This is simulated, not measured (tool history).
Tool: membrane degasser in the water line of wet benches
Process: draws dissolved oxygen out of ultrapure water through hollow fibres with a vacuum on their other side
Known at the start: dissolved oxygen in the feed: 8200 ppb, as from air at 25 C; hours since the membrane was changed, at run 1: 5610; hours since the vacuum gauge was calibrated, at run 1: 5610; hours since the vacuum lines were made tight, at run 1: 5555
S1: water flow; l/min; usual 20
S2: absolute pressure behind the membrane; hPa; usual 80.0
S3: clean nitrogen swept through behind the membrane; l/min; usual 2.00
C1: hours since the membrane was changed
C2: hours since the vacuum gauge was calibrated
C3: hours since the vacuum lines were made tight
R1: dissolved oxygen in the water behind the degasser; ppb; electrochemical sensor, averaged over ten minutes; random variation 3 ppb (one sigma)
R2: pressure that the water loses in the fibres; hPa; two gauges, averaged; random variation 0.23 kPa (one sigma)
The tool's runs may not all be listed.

run      day  S1     S2    S3    C1    C2    C3     R1     R2
  1    0.000  20   80.0  2.00  5610  5610  5555  295.4  588.3
  2    4.854  20   80.0  2.00  5726  5726  5672  294.0  596.3
  3    8.892  20   80.0  2.00  5823  5823  5769  293.9  595.4
  4   13.025  13   80.0  2.00  5922  5922  5868  110.7  384.8
  5   18.779  13   80.0  2.00  6060  6060  6006  113.5  384.5
  6   21.962  13   80.0  2.00  6137  6137  6082  111.7  380.7
  7   24.992  13   80.0  2.00  6209  6209  6155  114.3  380.6
  8   28.888  13   80.0  2.00  6303  6303  6249  112.8  384.0
  9   33.479  13   80.0  2.00  6413  6413  6359  113.1  382.7
      35.896  -- vacuum gauge calibrated
 10   36.717  27   80.0  2.00  6490    20  6436  558.4  795.5
 11   41.025  27   80.0  2.00  6594   123  6539  564.8  795.5
      45.938  -- seals of the vacuum lines changed
 12   45.938  27   80.0  2.00  6710   239     0  570.4  792.8
 13   51.258  27   80.0  1.06  6837   367   128  663.5  794.8
 14   57.754  27   80.0  1.06  6993   523   284  666.5  788.0
 15   62.500  27   80.0  1.06  7107   636   398  656.5  785.4
 16   65.600  27   80.0  1.06  7181   711   472  650.8  783.1
 17   72.046  27   97.3  3.65  7336   866   627  536.2  789.2
      78.629  -- gauge calibrated
 18   79.083  17   97.3  0.93  7505  1034   795  363.4  503.0
 19   82.954  14   97.3  1.07  7598  1127   888  239.1  418.5
 20   87.396  14   63.6  1.07  7705  1234   995  147.5  417.4
 21   91.312  14   63.6  1.07  7799  1328  1089  148.1  417.7
 22   94.967  14   63.6  1.07  7886  1416  1177  148.2  416.1
 23   98.050  18   95.1  2.69  7960  1490  1251  235.6  536.9
 24  103.429  15  136.4  0.89  8089  1619  1380  443.4  447.2
 25  109.329  15  136.4  0.89  8231  1760  1521  454.8  442.6
 26  115.954  20   79.8  1.73  8390  1919  1680  307.5  591.6
 27  119.638  20   79.8  1.73  8478  2008  1769  308.3  586.9
 28  125.038  20   79.8  1.73  8608  2137  1898  304.1  587.9
 29  131.996  32   80.0  2.00  8775  2304  2065  793.0  935.7

Hidden state or all else? Some run-to-run changes of R2, split into what the settings, what came in and random variation would give without the hidden state, and what is left for the hidden state (with any gauge scatter that isn't in both results):
The hidden state here: membrane still open, %; true pressure behind the membrane over the reading, kPa; air that leaks in behind the membrane, l/min; drift of the gauge itself on oxygen_ppb, %; drift of the gauge itself on loss_of_pressure_kpa, %.
Run 9 -> 10: S1 13 -> 27, vacuum gauge calibrated. R2 +412.8 hPa: hidden state -5.4, all else +418.2.
Run 17 -> 18: S1 27 -> 17, S3 3.65 -> 0.93, gauge calibrated. R2 -286.2 hPa: hidden state +19.5, all else -305.7.
Run 28 -> 29: S1 20 -> 32, S2 79.8 -> 80.0, S3 1.73 -> 2.00. R2 +347.8 hPa: hidden state -7.6, all else +355.4.

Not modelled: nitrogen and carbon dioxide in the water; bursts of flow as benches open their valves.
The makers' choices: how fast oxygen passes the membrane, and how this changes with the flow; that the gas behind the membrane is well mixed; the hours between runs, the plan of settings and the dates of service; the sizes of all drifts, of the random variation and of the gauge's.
